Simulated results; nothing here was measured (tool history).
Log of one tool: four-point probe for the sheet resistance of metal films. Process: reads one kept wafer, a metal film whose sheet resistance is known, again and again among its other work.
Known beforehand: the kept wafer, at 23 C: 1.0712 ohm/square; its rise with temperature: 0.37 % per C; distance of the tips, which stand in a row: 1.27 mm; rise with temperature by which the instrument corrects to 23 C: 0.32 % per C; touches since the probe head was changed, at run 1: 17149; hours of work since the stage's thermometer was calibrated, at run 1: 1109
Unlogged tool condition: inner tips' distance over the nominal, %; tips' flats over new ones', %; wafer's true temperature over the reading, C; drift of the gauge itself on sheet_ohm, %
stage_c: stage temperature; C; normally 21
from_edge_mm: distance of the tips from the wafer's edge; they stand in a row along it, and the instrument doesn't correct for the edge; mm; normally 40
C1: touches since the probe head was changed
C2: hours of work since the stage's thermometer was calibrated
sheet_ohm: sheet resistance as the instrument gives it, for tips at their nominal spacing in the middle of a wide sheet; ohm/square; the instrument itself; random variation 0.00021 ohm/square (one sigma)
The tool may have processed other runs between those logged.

Run 1, day 0.000: usual settings; C1 17149; C2 1109. Result: sheet_ohm 1.077410 ohm/square.
Run 2, day 0.533: usual settings; C1 17416; C2 1115. Result: sheet_ohm 1.077611 ohm/square.
Run 3, day 0.983: usual settings but stage_c 22 C; C1 17639; C2 1120. Result: sheet_ohm 1.077976 ohm/square.
Run 4, day 1.979: usual settings but stage_c 22 C; C1 18136; C2 1132. Result: sheet_ohm 1.077743 ohm/square.
Run 5, day 2.512: usual settings but stage_c 22 C; C1 18402; C2 1138. Result: sheet_ohm 1.077362 ohm/square.
Run 6, day 3.121: usual settings but stage_c 22 C; C1 18705; C2 1146. Result: sheet_ohm 1.078426 ohm/square.
Run 7, day 4.108: usual settings but from_edge_mm 4 mm; C1 19198; C2 1157. Result: sheet_ohm 1.132296 ohm/square.
Run 8, day 5.192: usual settings; C1 19738; C2 1170. Result: sheet_ohm 1.077844 ohm/square.
Run 9, day 5.996: usual settings but from_edge_mm 31 mm; C1 20140; C2 1180. Result: sheet_ohm 1.078106 ohm/square.
Run 10, day 7.054: usual settings but from_edge_mm 31 mm; C1 20666; C2 1192. Result: sheet_ohm 1.078119 ohm/square.
Run 11, day 8.042: usual settings but from_edge_mm 31 mm; C1 21158; C2 1204. Result: sheet_ohm 1.078137 ohm/square.
Run 12, day 8.688: usual settings but from_edge_mm 31 mm; C1 21481; C2 1212. Result: sheet_ohm 1.078591 ohm/square.
Run 13, day 9.708: usual settings but from_edge_mm 31 mm; C1 21991; C2 1224. Result: sheet_ohm 1.078658 ohm/square.
Run 14, day 10.625: usual settings but stage_c 34 C, from_edge_mm 23 mm; C1 22446; C2 1235. Result: sheet_ohm 1.085551 ohm/square.
Run 15, day 11.267: usual settings but stage_c 19 C, from_edge_mm 29 mm; C1 22768; C2 1243. Result: sheet_ohm 1.077744 ohm/square.
Run 16, day 12.350: usual settings but stage_c 32 C, from_edge_mm 10 mm; C1 23308; C2 1255. Result: sheet_ohm 1.092644 ohm/square.
Run 17, day 13.133: usual settings but stage_c 29 C; C1 23698; C2 1265. Result: sheet_ohm 1.082424 ohm/square.
Run 18, day 14.054: usual settings but stage_c 23 C, from_edge_mm 6 mm; C1 24157; C2 1276. Result: sheet_ohm 1.104150 ohm/square.
Run 19, day 14.971: usual settings but stage_c 19 C, from_edge_mm 10 mm; C1 24615; C2 1287. Result: sheet_ohm 1.086107 ohm/square.
Run 20, day 15.538: usual settings but stage_c 31 C, from_edge_mm 49 mm; C1 24896; C2 1293. Result: sheet_ohm 1.083047 ohm/square.
Run 21, day 16.275: usual settings but stage_c 22 C, from_edge_mm 28 mm; C1 25264; C2 1302. Result: sheet_ohm 1.079732 ohm/square.
Run 22, day 16.925: usual settings but from_edge_mm 47 mm; C1 25589; C2 1310. Result: sheet_ohm 1.078712 ohm/square.
Run 23, day 17.583: usual settings but from_edge_mm 73 mm; C1 25916; C2 1318. Result: sheet_ohm 1.078218 ohm/square.
Run 24, day 18.254: usual settings but from_edge_mm 73 mm; C1 26252; C2 1326. Result: sheet_ohm 1.078231 ohm/square.
Run 25, day 19.029: usual settings but from_edge_mm 73 mm; C1 26637; C2 1335. Result: sheet_ohm 1.078007 ohm/square.
Run 26, day 19.638: usual settings but stage_c 27 C, from_edge_mm 18 mm; C1 26941; C2 1342. Result: sheet_ohm 1.084343 ohm/square.

Forecast each of these 4 alternatives for the next run:
Run A, day 20.238: usual settings but stage_c 31 C, from_edge_mm 22 mm; C1 27240; C2 1349. Result: sheet_ohm ?.
Run B, day 20.238: usual settings but stage_c 32 C, from_edge_mm 5 mm; C1 27240; C2 1349. Result: sheet_ohm ?.
Run C, day 20.238: usual settings but stage_c 22 C, from_edge_mm 18 mm; C1 27240; C2 1349. Result: sheet_ohm ?.
Run D, day 20.238: usual settings but from_edge_mm 66 mm; C1 27240; C2 1349. Result: sheet_ohm ?.

run  sheet_ohm
  A   1.085040
  B   1.120663
  C   1.081551
  D   1.078144
Stripped of hidden state, with their random variation kept, the same runs would have yielded:
run  sheet_ohm
  A   1.077046
  B   1.112428
  C   1.073557
  D   1.070171
